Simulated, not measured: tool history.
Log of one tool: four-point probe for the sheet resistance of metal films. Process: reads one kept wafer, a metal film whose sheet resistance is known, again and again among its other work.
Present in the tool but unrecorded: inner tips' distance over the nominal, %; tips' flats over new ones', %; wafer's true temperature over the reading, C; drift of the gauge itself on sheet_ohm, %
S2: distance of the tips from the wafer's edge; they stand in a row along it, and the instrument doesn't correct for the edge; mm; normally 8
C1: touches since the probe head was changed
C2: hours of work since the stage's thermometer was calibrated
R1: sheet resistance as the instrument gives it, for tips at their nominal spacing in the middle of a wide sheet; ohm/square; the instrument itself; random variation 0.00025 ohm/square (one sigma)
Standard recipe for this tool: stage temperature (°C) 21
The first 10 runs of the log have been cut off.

{"run": 11, "day": 13.483, "stage temperature (°C)": 21, "S2": 8, "C1": 46656, "C2": 440, "R1": 1.220157}
{"run": 12, "day": 14.446, "stage temperature (°C)": 21, "S2": 8, "C1": 47180, "C2": 452, "R1": 1.220686}
{"run": 13, "day": 15.554, "stage temperature (°C)": 21, "S2": 8, "C1": 47785, "C2": 466, "R1": 1.219885}
{"run": 14, "day": 17.146, "stage temperature (°C)": 21, "S2": 8, "C1": 48654, "C2": 485, "R1": 1.220478}
{"run": 15, "day": 18.888, "stage temperature (°C)": 21, "S2": 8, "C1": 49606, "C2": 507, "R1": 1.21978}
{"run": 16, "day": 20.754, "stage temperature (°C)": 21, "S2": 8, "C1": 50623, "C2": 529, "R1": 1.22059}
{"run": 17, "day": 21.762, "stage temperature (°C)": 18, "S2": 8, "C1": 51174, "C2": 542, "R1": 1.217438}
{"run": 18, "day": 23.325, "stage temperature (°C)": 18, "S2": 8, "C1": 52026, "C2": 561, "R1": 1.217387}
{"run": 19, "day": 24.612, "stage temperature (°C)": 21, "S2": 8, "C1": 52729, "C2": 577, "R1": 1.22007}
{"run": 20, "day": 26.246, "stage temperature (°C)": 21, "S2": 8, "C1": 53619, "C2": 597, "R1": 1.220153}
{"run": 21, "day": 27.042, "stage temperature (°C)": 21, "S2": 8, "C1": 54053, "C2": 606, "R1": 1.220688}
{"run": 22, "day": 28.229, "stage temperature (°C)": 21, "S2": 8, "C1": 54701, "C2": 621, "R1": 1.220087}
{"run": 23, "day": 29.158, "stage temperature (°C)": 21, "S2": 8, "C1": 55209, "C2": 632, "R1": 1.220838}
{"run": 24, "day": 30.362, "stage temperature (°C)": 21, "S2": 8, "C1": 55865, "C2": 647, "R1": 1.21993}
{"run": 25, "day": 31.588, "stage temperature (°C)": 21, "S2": 8, "C1": 56533, "C2": 662, "R1": 1.220071}
{"run": 26, "day": 33.012, "stage temperature (°C)": 21, "S2": 8, "C1": 57310, "C2": 679, "R1": 1.219726}
{"run": 27, "day": 34.1, "stage temperature (°C)": 21, "S2": 20, "C1": 57904, "C2": 693, "R1": 1.206444}
{"run": 28, "day": 34.871, "stage temperature (°C)": 34, "S2": 12, "C1": 58325, "C2": 702, "R1": 1.222213}

Run 29 is up next; what results do you expect?
{"run": 29, "day": 35.629, "stage temperature (°C)": 24, "S2": 12, "C1": 58738, "C2": 711, "R1": "?"}

R1: 1.213551 ohm/square
Had the tool carried no hidden state, the very same run would have given R1 1.224987 ohm/square.

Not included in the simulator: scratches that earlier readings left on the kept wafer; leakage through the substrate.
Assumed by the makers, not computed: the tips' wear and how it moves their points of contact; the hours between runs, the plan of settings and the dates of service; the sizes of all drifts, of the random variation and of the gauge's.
